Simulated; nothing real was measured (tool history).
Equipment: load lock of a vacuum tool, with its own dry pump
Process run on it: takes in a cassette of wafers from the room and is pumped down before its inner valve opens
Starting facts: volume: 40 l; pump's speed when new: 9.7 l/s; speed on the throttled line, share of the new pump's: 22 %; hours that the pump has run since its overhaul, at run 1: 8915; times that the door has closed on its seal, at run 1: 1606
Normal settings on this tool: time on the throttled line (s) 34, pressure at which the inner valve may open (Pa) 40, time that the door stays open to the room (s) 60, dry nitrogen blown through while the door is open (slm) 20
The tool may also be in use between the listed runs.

run	hour	time on the throttled line (s)	pressure at which the inner valve may open (Pa)	time that the door stays open to the room (s)	dry nitrogen blown through while the door is open (slm)	hours that the pump has run since its overhaul	times that the door has closed on its seal	incoming humidity of the room's air, %	time from the closed door until the inner valve may open (s)	rise of the pressure with all valves shut (Pa/min)
1	0	34	40	60	20	8915	1606	43	62.6	0.033
2	81.4	34	40	60	20	8996	1776	44.2	63.2	0.031
3	150.3	34	40	60	20	9065	1920	44.4	62.3	0.031
4	207.7	34	40	60	20	9123	2039	43.5	63.4	0.03
5	279.5	34	40	60	20	9194	2189	46	62.7	0.035
6	356.7	34	40	60	20	9272	2350	45.6	62.5	0.031
7	411.2	34	40	60	20	9326	2463	49	62.6	0.04
8	483.9	34	40	60	20	9399	2615	46.1	62.5	0.037
9	563.5	34	40	60	20	9479	2780	44.3	63.7	0.03
10	603.3	34	40	60	20	9518	2863	41.5	63	0.032
11	673	34	40	60	20	9588	3009	44.5	63	0.037
12	736.7	34	40	60	20	9652	3141	48.6	63.5	0.034
13	805.9	34	63	60	20	9721	3285	43	61.3	0.029
14	897.3	34	63	60	20	9812	3476	45.1	60.7	0.037
15	963.3	34	63	60	20	9878	3613	42.7	60.9	0.036
16	1031.1	34	63	60	20	9946	3755	44.2	60.7	0.038
17	1072.9	34	63	60	20	9988	3842	44.7	61.2	0.034
18	1145.2	34	63	60	20	10060	3993	44.7	60.9	0.038
19	1200.4	34	40	60	20	10115	4108	43.9	63.3	0.033
20	1290.6	34	55	60	35	10206	4295	44.6	61.7	0.031
21	1343.6	34	55	60	35	10259	4406	46.5	61.6	0.033
22	1405.8	50	55	60	35	10321	4536	42.3	73	0.03
23	1481.5	39	40	109	17	10396	4693	50.1	66.6	0.053
24	1569.5	34	42	60	39	10485	4877	46	63.1	0.028
25	1612.5	37	56	47	9	10528	4966	45.8	64.1	0.036
26	1675.5	37	56	47	9	10591	5098	43.8	64.5	0.041
27	1713.7	42	61	146	8	10629	5177	42.5	67.3	0.064

Expected results for the next run?
28	1783.2	34	40	116	20	10698	5322	42.5	?	?

Run 28 came out at time from the closed door until the inner valve may open (s) 63.1, rise of the pressure with all valves shut (Pa/min) 0.044.
With no hidden state in the tool, this same run would have given time from the closed door until the inner valve may open (s) 58.6, rise of the pressure with all valves shut (Pa/min) 0.037.

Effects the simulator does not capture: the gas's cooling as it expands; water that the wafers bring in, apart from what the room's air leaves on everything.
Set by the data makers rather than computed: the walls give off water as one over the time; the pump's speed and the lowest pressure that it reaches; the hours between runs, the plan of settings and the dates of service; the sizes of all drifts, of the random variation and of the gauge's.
